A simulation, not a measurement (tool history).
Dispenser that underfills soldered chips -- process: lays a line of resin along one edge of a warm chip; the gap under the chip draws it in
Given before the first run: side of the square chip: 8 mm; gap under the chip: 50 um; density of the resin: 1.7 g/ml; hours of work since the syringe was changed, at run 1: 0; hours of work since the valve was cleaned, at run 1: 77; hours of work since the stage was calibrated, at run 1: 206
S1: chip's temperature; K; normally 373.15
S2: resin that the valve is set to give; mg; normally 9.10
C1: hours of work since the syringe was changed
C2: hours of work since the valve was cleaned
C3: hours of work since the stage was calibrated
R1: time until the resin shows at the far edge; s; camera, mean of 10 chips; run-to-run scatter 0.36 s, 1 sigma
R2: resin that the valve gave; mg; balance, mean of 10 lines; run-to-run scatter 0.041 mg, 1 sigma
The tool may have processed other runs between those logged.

{"run": 1, "hour": 0.0, "S1": 373.15, "S2": 9.1, "C1": 0, "C2": 77, "C3": 206, "R1": 19.5, "R2": 8.68}
{"hour": 7.4, "done": "new syringe of resin"}
{"run": 2, "hour": 8.6, "S1": 373.15, "S2": 8.56, "C1": 1, "C2": 83, "C3": 212, "R1": 20.6, "R2": 8.1}
{"hour": 11.3, "done": "dispensing valve cleaned and set on the balance"}
{"run": 3, "hour": 14.4, "S1": 373.15, "S2": 8.56, "C1": 4, "C2": 2, "C3": 215, "R1": 26.2, "R2": 8.59}
{"hour": 16.3, "done": "new syringe of resin"}
{"run": 4, "hour": 19.5, "S1": 373.15, "S2": 8.56, "C1": 2, "C2": 5, "C3": 219, "R1": 22.9, "R2": 8.47}
{"hour": 24.3, "done": "new syringe of resin"}
{"run": 5, "hour": 27.1, "S1": 373.15, "S2": 9.1, "C1": 2, "C2": 11, "C3": 224, "R1": 22.6, "R2": 9.04}
{"hour": 32.3, "done": "new syringe of resin"}
{"run": 6, "hour": 35.3, "S1": 373.15, "S2": 9.71, "C1": 2, "C2": 16, "C3": 229, "R1": 22.2, "R2": 9.6}
{"hour": 40.2, "done": "new syringe of resin"}
{"run": 7, "hour": 42.3, "S1": 363.15, "S2": 9.1, "C1": 1, "C2": 21, "C3": 234, "R1": 28.4, "R2": 9.02}
{"hour": 48.0, "done": "new syringe of resin"}
{"run": 8, "hour": 51.2, "S1": 363.15, "S2": 7.98, "C1": 2, "C2": 27, "C3": 240, "R1": 30.3, "R2": 7.89}
{"hour": 55.8, "done": "new syringe of resin"}
{"run": 9, "hour": 56.1, "S1": 360.15, "S2": 8.11, "C1": 0, "C2": 30, "C3": 243, "R1": 29.1, "R2": 7.93}
{"run": 10, "hour": 62.3, "S1": 385.15, "S2": 8.67, "C1": 5, "C2": 34, "C3": 247, "R1": 19.1, "R2": 8.44}
{"hour": 63.4, "done": "new syringe of resin"}
{"run": 11, "hour": 66.5, "S1": 381.15, "S2": 8.07, "C1": 2, "C2": 37, "C3": 250, "R1": 18.8, "R2": 7.93}
{"hour": 71.3, "done": "new syringe of resin"}
{"run": 12, "hour": 72.1, "S1": 375.15, "S2": 8.89, "C1": 1, "C2": 41, "C3": 254, "R1": 19.7, "R2": 8.62}
{"run": 13, "hour": 76.0, "S1": 385.15, "S2": 7.98, "C1": 3, "C2": 43, "C3": 256, "R1": 18.7, "R2": 7.81}

Consider 5 possible next runs. They are alternatives, not a sequence: every one starts from the tool as it was left by run 13. What does each give?
{"hour": 78.9, "done": "new syringe of resin"}
{"run": "A", "hour": 84.8, "S1": 372.15, "S2": 11.55, "C1": 4, "C2": 49, "C3": 262, "R1": "?", "R2": "?"}
{"hour": 78.9, "done": "new syringe of resin"}
{"run": "B", "hour": 84.8, "S1": 366.15, "S2": 8.83, "C1": 4, "C2": 49, "C3": 262, "R1": "?", "R2": "?"}
{"hour": 78.9, "done": "new syringe of resin"}
{"run": "C", "hour": 84.8, "S1": 365.15, "S2": 8.34, "C1": 4, "C2": 49, "C3": 262, "R1": "?", "R2": "?"}
{"hour": 78.9, "done": "new syringe of resin"}
{"run": "D", "hour": 84.8, "S1": 363.15, "S2": 9.64, "C1": 4, "C2": 49, "C3": 262, "R1": "?", "R2": "?"}
{"hour": 78.9, "done": "new syringe of resin"}
{"run": "E", "hour": 84.8, "S1": 385.15, "S2": 10.46, "C1": 4, "C2": 49, "C3": 262, "R1": "?", "R2": "?"}

run=A R1=25.3 R2=11.14
run=B R1=30.8 R2=8.55
run=C R1=32.1 R2=8.08
run=D R1=33.6 R2=9.31
run=E R1=19.4 R2=10.02
The same runs, with their run-to-run variation unchanged, on a tool lacking any hidden condition would have given:
run=A R1=20.1 R2=11.51
run=B R1=24.5 R2=8.83
run=C R1=25.6 R2=8.35
run=D R1=26.8 R2=9.62
run=E R1=15.5 R2=10.36
